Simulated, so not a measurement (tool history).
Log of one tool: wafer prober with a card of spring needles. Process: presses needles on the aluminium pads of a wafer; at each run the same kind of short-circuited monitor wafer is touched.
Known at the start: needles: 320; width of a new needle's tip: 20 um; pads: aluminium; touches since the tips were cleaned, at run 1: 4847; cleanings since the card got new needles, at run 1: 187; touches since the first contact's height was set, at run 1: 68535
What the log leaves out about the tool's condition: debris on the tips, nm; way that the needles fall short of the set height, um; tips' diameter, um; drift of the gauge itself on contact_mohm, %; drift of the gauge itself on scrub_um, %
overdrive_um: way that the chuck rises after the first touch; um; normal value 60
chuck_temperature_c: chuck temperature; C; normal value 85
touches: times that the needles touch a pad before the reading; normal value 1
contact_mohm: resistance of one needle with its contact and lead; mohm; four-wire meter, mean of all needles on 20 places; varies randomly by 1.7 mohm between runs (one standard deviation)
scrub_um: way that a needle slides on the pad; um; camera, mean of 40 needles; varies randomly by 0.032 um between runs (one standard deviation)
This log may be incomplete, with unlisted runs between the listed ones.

| run | hour | overdrive_um | chuck_temperature_c | touches | touches since the tips were cleaned | cleanings since the card got new needles | touches since the first contact's height was set | contact_mohm | scrub_um |
|---|---|---|---|---|---|---|---|---|---|
| 1 | 0 | 60 | 85 | 1 | 4847 | 187 | 68535 | 264 | 16.52 |
|  | 2.6 | tips cleaned on abrasive film |
|  | 15.3 | tips cleaned on abrasive film |
|  | 25.5 | tips cleaned on abrasive film |
| 2 | 34.4 | 60 | 85 | 1 | 5324 | 190 | 88964 | 279 | 16.44 |
|  | 37.1 | tips cleaned on abrasive film |
|  | 47.3 | tips cleaned on abrasive film |
|  | 60.1 | tips cleaned on abrasive film |
|  | 72.8 | tips cleaned on abrasive film |
|  | 85.6 | tips cleaned on abrasive film |
| 3 | 88.8 | 60 | 85 | 1 | 1928 | 195 | 121218 | 230 | 16.35 |
|  | 96.5 | tips cleaned on abrasive film |
|  | 106.7 | tips cleaned on abrasive film |
|  | 117 | tips cleaned on abrasive film |
|  | 119.8 | height of the first contact set anew |
|  | 130 | tips cleaned on abrasive film |
| 4 | 132.1 | 60 | 85 | 1 | 1254 | 199 | 7320 | 213 | 16.61 |
|  | 142.3 | tips cleaned on abrasive film |
|  | 155 | tips cleaned on abrasive film |
|  | 165.3 | tips cleaned on abrasive film |
|  | 175.5 | tips cleaned on abrasive film |
| 5 | 178.6 | 60 | 73 | 1 | 1842 | 203 | 34880 | 233 | 16.59 |
|  | 186.3 | tips cleaned on abrasive film |
|  | 196.5 | tips cleaned on abrasive film |
|  | 209.3 | tips cleaned on abrasive film |
| 6 | 216.6 | 60 | 73 | 1 | 4379 | 206 | 57457 | 268 | 16.5 |
|  | 221.8 | tips cleaned on abrasive film |
|  | 232 | tips cleaned on abrasive film |
|  | 244.6 | tips cleaned on abrasive film |
| 7 | 247.2 | 60 | 73 | 1 | 1560 | 209 | 75603 | 228 | 16.46 |
|  | 254.9 | tips cleaned on abrasive film |
|  | 267.7 | tips cleaned on abrasive film |
| 8 | 277.5 | 60 | 34 | 1 | 5899 | 211 | 93621 | 282 | 16.42 |
|  | 280.2 | tips cleaned on abrasive film |
|  | 290.4 | tips cleaned on abrasive film |
|  | 303.2 | tips cleaned on abrasive film |
|  | 315.9 | tips cleaned on abrasive film |
|  | 328 | tips cleaned on abrasive film |
| 9 | 328 | 60 | 34 | 1 | 0 | 216 | 123520 | 171 | 16.28 |
|  | 338.2 | tips cleaned on abrasive film |
|  | 351 | tips cleaned on abrasive film |
|  | 356.4 | height of the first contact set anew |
|  | 361.6 | tips cleaned on abrasive film |
| 10 | 361.6 | 60 | 49 | 1 | 0 | 219 | 3083 | 173 | 16.64 |
|  | 371.8 | tips cleaned on abrasive film |
|  | 382.1 | tips cleaned on abrasive film |
|  | 394.8 | tips cleaned on abrasive film |
|  | 405.1 | tips cleaned on abrasive film |
| 11 | 406.1 | 60 | 49 | 1 | 623 | 223 | 29492 | 195 | 16.55 |
|  | 416.3 | tips cleaned on abrasive film |
|  | 426.6 | tips cleaned on abrasive film |
|  | 439.3 | tips cleaned on abrasive film |
| 12 | 444.3 | 65 | 85 | 3 | 2964 | 226 | 52149 | 194 | 17.89 |
|  | 452 | tips cleaned on abrasive film |
|  | 462.2 | tips cleaned on abrasive film |
|  | 475 | tips cleaned on abrasive film |
|  | 485.2 | tips cleaned on abrasive film |
| 13 | 489.4 | 61 | 39 | 2 | 2533 | 230 | 78945 | 212 | 16.74 |
|  | 497.1 | tips cleaned on abrasive film |
|  | 507.4 | tips cleaned on abrasive film |
|  | 520.1 | tips cleaned on abrasive film |
|  | 532.9 | tips cleaned on abrasive film |
| 14 | 537.6 | 49 | 40 | 1 | 2805 | 234 | 107530 | 295 | 13.32 |
|  | 545.3 | tips cleaned on abrasive film |
|  | 558.1 | tips cleaned on abrasive film |
|  | 568.3 | tips cleaned on abrasive film |
|  | 581.1 | tips cleaned on abrasive film |
| 15 | 583.9 | 49 | 40 | 1 | 1691 | 238 | 135001 | 260 | 13.25 |
|  | 591.6 | tips cleaned on abrasive film |
|  | 591.9 | height of the first contact set anew |
|  | 604.7 | tips cleaned on abrasive film |
|  | 617.4 | tips cleaned on abrasive film |
|  | 627.7 | tips cleaned on abrasive film |
|  | 639 | tips cleaned on abrasive film |
| 16 | 639 | 49 | 46 | 1 | 0 | 243 | 27926 | 186 | 13.49 |
|  | 651.7 | tips cleaned on abrasive film |
|  | 664.4 | tips cleaned on abrasive film |
|  | 674.6 | tips cleaned on abrasive film |
| 17 | 677.7 | 49 | 46 | 1 | 1851 | 246 | 50960 | 265 | 13.47 |
|  | 685.4 | tips cleaned on abrasive film |
|  | 698.2 | tips cleaned on abrasive film |
|  | 708.4 | tips cleaned on abrasive film |
|  | 718.7 | tips cleaned on abrasive film |
| 18 | 728.4 | 49 | 46 | 1 | 5802 | 250 | 81027 | 347 | 13.4 |
|  | 731 | tips cleaned on abrasive film |
|  | 743.8 | tips cleaned on abrasive film |
|  | 754 | tips cleaned on abrasive film |
| 19 | 758.3 | 60 | 85 | 1 | 2539 | 253 | 98730 | 250 | 16.4 |

For some of the steps in contact_mohm from one run to the next: how much would appear even if the tool had no hidden state, given the settings, what came in and random variation, and how much remains for the hidden state plus any gauge scatter that the measured result and the result without hidden state don't share?
Run 8 -> 9: tips cleaned on abrasive film, tips cleaned on abrasive film, tips cleaned on abrasive film, tips cleaned on abrasive film, tips cleaned on abrasive film. contact_mohm -111 mohm: hidden state -111, all else +0.
